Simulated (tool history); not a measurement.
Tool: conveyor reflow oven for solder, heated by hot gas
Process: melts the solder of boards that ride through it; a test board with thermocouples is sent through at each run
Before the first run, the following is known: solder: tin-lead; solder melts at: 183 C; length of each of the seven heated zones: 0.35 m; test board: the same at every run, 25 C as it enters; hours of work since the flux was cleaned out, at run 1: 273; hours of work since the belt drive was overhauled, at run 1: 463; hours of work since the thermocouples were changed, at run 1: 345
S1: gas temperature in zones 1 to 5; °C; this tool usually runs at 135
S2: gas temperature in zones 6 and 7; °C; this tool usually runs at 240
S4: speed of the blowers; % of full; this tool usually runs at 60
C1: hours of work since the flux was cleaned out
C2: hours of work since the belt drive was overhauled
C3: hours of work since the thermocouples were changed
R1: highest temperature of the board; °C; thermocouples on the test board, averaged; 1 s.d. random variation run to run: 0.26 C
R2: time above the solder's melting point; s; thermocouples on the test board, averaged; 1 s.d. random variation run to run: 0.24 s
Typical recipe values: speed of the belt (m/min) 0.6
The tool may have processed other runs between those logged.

{"run": 1, "hour": 0.0, "S1": 135, "S2": 240, "speed of the belt (m/min)": 0.6, "S4": 60, "C1": 273, "C2": 463, "C3": 345, "R1": 214.9, "R2": 49.1}
{"run": 2, "hour": 26.5, "S1": 135, "S2": 240, "speed of the belt (m/min)": 0.6, "S4": 60, "C1": 285, "C2": 474, "C3": 356, "R1": 215.3, "R2": 49.3}
{"run": 3, "hour": 58.6, "S1": 135, "S2": 240, "speed of the belt (m/min)": 0.6, "S4": 60, "C1": 298, "C2": 488, "C3": 370, "R1": 215.8, "R2": 49.5}
{"run": 4, "hour": 93.6, "S1": 122, "S2": 240, "speed of the belt (m/min)": 0.6, "S4": 60, "C1": 313, "C2": 503, "C3": 385, "R1": 211.9, "R2": 43.1}
{"run": 5, "hour": 138.8, "S1": 122, "S2": 240, "speed of the belt (m/min)": 0.6, "S4": 60, "C1": 333, "C2": 522, "C3": 404, "R1": 212, "R2": 42.7}
{"run": 6, "hour": 180.9, "S1": 122, "S2": 240, "speed of the belt (m/min)": 0.6, "S4": 60, "C1": 351, "C2": 540, "C3": 422, "R1": 211.8, "R2": 42.9}
{"run": 7, "hour": 227.9, "S1": 135, "S2": 240, "speed of the belt (m/min)": 0.6, "S4": 60, "C1": 371, "C2": 560, "C3": 442, "R1": 214.4, "R2": 49.6}
{"run": 8, "hour": 273.1, "S1": 135, "S2": 240, "speed of the belt (m/min)": 0.6, "S4": 60, "C1": 390, "C2": 580, "C3": 462, "R1": 214.8, "R2": 49.1}
{"run": 9, "hour": 303.2, "S1": 135, "S2": 240, "speed of the belt (m/min)": 0.6, "S4": 60, "C1": 403, "C2": 592, "C3": 475, "R1": 215, "R2": 48.8}
{"run": 10, "hour": 353.0, "S1": 135, "S2": 240, "speed of the belt (m/min)": 0.485, "S4": 60, "C1": 424, "C2": 614, "C3": 496, "R1": 223.2, "R2": 69.1}
{"run": 11, "hour": 374.7, "S1": 135, "S2": 240, "speed of the belt (m/min)": 0.6, "S4": 60, "C1": 434, "C2": 623, "C3": 505, "R1": 215.3, "R2": 49.2}
{"hour": 402.5, "done": "flux residue cleaned out of gas plates and filters"}
{"run": 12, "hour": 413.4, "S1": 135, "S2": 240, "speed of the belt (m/min)": 0.6, "S4": 60, "C1": 5, "C2": 637, "C3": 520, "R1": 217.3, "R2": 51.8}
{"run": 13, "hour": 458.8, "S1": 135, "S2": 240, "speed of the belt (m/min)": 0.6, "S4": 60, "C1": 24, "C2": 657, "C3": 539, "R1": 217.2, "R2": 51.3}
{"run": 14, "hour": 482.8, "S1": 135, "S2": 240, "speed of the belt (m/min)": 0.6, "S4": 60, "C1": 34, "C2": 667, "C3": 549, "R1": 217.4, "R2": 51.5}
{"hour": 489.5, "done": "belt drive overhauled, speed set with a stopwatch"}
{"run": 15, "hour": 517.2, "S1": 135, "S2": 240, "speed of the belt (m/min)": 0.6, "S4": 60, "C1": 47, "C2": 12, "C3": 562, "R1": 217.1, "R2": 51.1}
{"run": 16, "hour": 548.4, "S1": 124, "S2": 240, "speed of the belt (m/min)": 0.72, "S4": 63, "C1": 61, "C2": 25, "C3": 576, "R1": 207.6, "R2": 32.2}
{"run": 17, "hour": 571.0, "S1": 125, "S2": 240, "speed of the belt (m/min)": 0.677, "S4": 61, "C1": 70, "C2": 35, "C3": 585, "R1": 210, "R2": 37.3}
{"run": 18, "hour": 592.0, "S1": 146, "S2": 240, "speed of the belt (m/min)": 0.6, "S4": 60, "C1": 79, "C2": 44, "C3": 594, "R1": 219.6, "R2": 57.8}
{"run": 19, "hour": 624.9, "S1": 146, "S2": 240, "speed of the belt (m/min)": 0.669, "S4": 61, "C1": 93, "C2": 58, "C3": 608, "R1": 215.7, "R2": 48.3}
{"run": 20, "hour": 649.9, "S1": 146, "S2": 251, "speed of the belt (m/min)": 0.669, "S4": 61, "C1": 104, "C2": 69, "C3": 619, "R1": 224.9, "R2": 54.3}
{"run": 21, "hour": 684.3, "S1": 135, "S2": 246, "speed of the belt (m/min)": 0.693, "S4": 60, "C1": 119, "C2": 83, "C3": 634, "R1": 215.7, "R2": 43.2}
{"run": 22, "hour": 726.5, "S1": 146, "S2": 240, "speed of the belt (m/min)": 0.6, "S4": 60, "C1": 137, "C2": 101, "C3": 652, "R1": 219.6, "R2": 57.6}
{"hour": 768.0, "done": "belt drive overhauled, speed set with a stopwatch, once more"}
{"run": 23, "hour": 772.6, "S1": 146, "S2": 240, "speed of the belt (m/min)": 0.6, "S4": 60, "C1": 155, "C2": 2, "C3": 670, "R1": 219.1, "R2": 55.7}
{"run": 24, "hour": 808.1, "S1": 142, "S2": 237, "speed of the belt (m/min)": 0.706, "S4": 60, "C1": 170, "C2": 17, "C3": 685, "R1": 208.6, "R2": 37.7}
{"run": 25, "hour": 847.7, "S1": 145, "S2": 237, "speed of the belt (m/min)": 0.704, "S4": 60, "C1": 187, "C2": 34, "C3": 702, "R1": 209.9, "R2": 39.6}
{"run": 26, "hour": 872.7, "S1": 135, "S2": 240, "speed of the belt (m/min)": 0.529, "S4": 60, "C1": 198, "C2": 45, "C3": 713, "R1": 221.5, "R2": 60.9}
{"run": 27, "hour": 923.5, "S1": 135, "S2": 240, "speed of the belt (m/min)": 0.529, "S4": 60, "C1": 219, "C2": 66, "C3": 734, "R1": 220.6, "R2": 61}
{"run": 28, "hour": 962.2, "S1": 135, "S2": 240, "speed of the belt (m/min)": 0.529, "S4": 60, "C1": 236, "C2": 83, "C3": 751, "R1": 220.6, "R2": 60.8}
{"run": 29, "hour": 990.6, "S1": 121, "S2": 240, "speed of the belt (m/min)": 0.6, "S4": 87, "C1": 248, "C2": 95, "C3": 763, "R1": 219.8, "R2": 49.6}
{"run": 30, "hour": 1025.9, "S1": 121, "S2": 240, "speed of the belt (m/min)": 0.6, "S4": 87, "C1": 263, "C2": 110, "C3": 778, "R1": 219.9, "R2": 49}

Here are 4 independent what-if runs from the current tool condition. What would each one return?
{"run": "A", "hour": 1057.0, "S1": 121, "S2": 246, "speed of the belt (m/min)": 0.6, "S4": 87, "C1": 276, "C2": 124, "C3": 792, "R1": "?", "R2": "?"}
{"run": "B", "hour": 1057.0, "S1": 133, "S2": 245, "speed of the belt (m/min)": 0.675, "S4": 87, "C1": 276, "C2": 124, "C3": 792, "R1": "?", "R2": "?"}
{"run": "C", "hour": 1057.0, "S1": 130, "S2": 240, "speed of the belt (m/min)": 0.648, "S4": 79, "C1": 276, "C2": 124, "C3": 792, "R1": "?", "R2": "?"}
{"run": "D", "hour": 1057.0, "S1": 142, "S2": 234, "speed of the belt (m/min)": 0.689, "S4": 60, "C1": 276, "C2": 124, "C3": 792, "R1": "?", "R2": "?"}

run=A R1=224.9 R2=52.4
run=B R1=221.4 R2=47.2
run=C R1=216.4 R2=45.2
run=D R1=206.8 R2=37.2
Had the tool no hidden state, the same runs would have come out as:
run=A R1=225.8 R2=52.9
run=B R1=222.4 R2=47.8
run=C R1=217.2 R2=45.8
run=D R1=207.4 R2=37.9
